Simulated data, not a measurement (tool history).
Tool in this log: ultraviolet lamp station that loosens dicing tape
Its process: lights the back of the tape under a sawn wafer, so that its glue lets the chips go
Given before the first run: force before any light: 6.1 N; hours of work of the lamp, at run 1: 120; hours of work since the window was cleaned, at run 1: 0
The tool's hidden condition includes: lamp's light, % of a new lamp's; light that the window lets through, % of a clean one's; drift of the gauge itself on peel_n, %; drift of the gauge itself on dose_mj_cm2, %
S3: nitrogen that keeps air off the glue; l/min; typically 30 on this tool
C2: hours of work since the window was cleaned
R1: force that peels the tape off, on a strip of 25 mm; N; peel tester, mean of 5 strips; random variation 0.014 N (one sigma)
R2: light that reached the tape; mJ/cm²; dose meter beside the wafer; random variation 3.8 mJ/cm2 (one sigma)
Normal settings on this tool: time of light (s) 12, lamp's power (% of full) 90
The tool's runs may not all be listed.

Run 1, hour 0: usual settings; hours of work of the lamp 120; C2 0. Result: R1 0.638 N, R2 638 mJ/cm².
Run 2, hour 45.4: usual settings; hours of work of the lamp 153; C2 33. Result: R1 0.634 N, R2 640 mJ/cm².
Run 3, hour 83.1: usual settings; hours of work of the lamp 180; C2 60. Result: R1 0.651 N, R2 636 mJ/cm².
Run 4, hour 129.8: usual settings; hours of work of the lamp 213; C2 93. Result: R1 0.646 N, R2 643 mJ/cm².
Run 5, hour 176: usual settings but S3 11 l/min; hours of work of the lamp 246; C2 126. Result: R1 1.197 N, R2 640 mJ/cm².
Run 6, hour 225.4: usual settings but S3 11 l/min; hours of work of the lamp 282; C2 162. Result: R1 1.234 N, R2 635 mJ/cm².
Run 7, hour 252.9: usual settings; hours of work of the lamp 301; C2 181. Result: R1 0.646 N, R2 638 mJ/cm².
Run 8, hour 283.8: usual settings; hours of work of the lamp 323; C2 203. Result: R1 0.648 N, R2 634 mJ/cm².
Run 9, hour 317.8: usual settings but lamp's power (% of full) 69, S3 20 l/min; hours of work of the lamp 348; C2 228. Result: R1 1.256 N, R2 489 mJ/cm².
Run 10, hour 358.5: usual settings but time of light (s) 9, lamp's power (% of full) 93, S3 9 l/min; hours of work of the lamp 377; C2 257. Result: R1 1.918 N, R2 496 mJ/cm².

Run 11 has not been measured yet. What should we expect?
Run 11, hour 383.8: usual settings but time of light (s) 7, lamp's power (% of full) 70; hours of work of the lamp 395; C2 275. Result: R1 ?, R2 ?.

Run 11 measured R1 2.01 N, R2 288 mJ/cm².
The same run, on a tool lacking any hidden state, would have yielded R1 2.009 N, R2 290 mJ/cm².
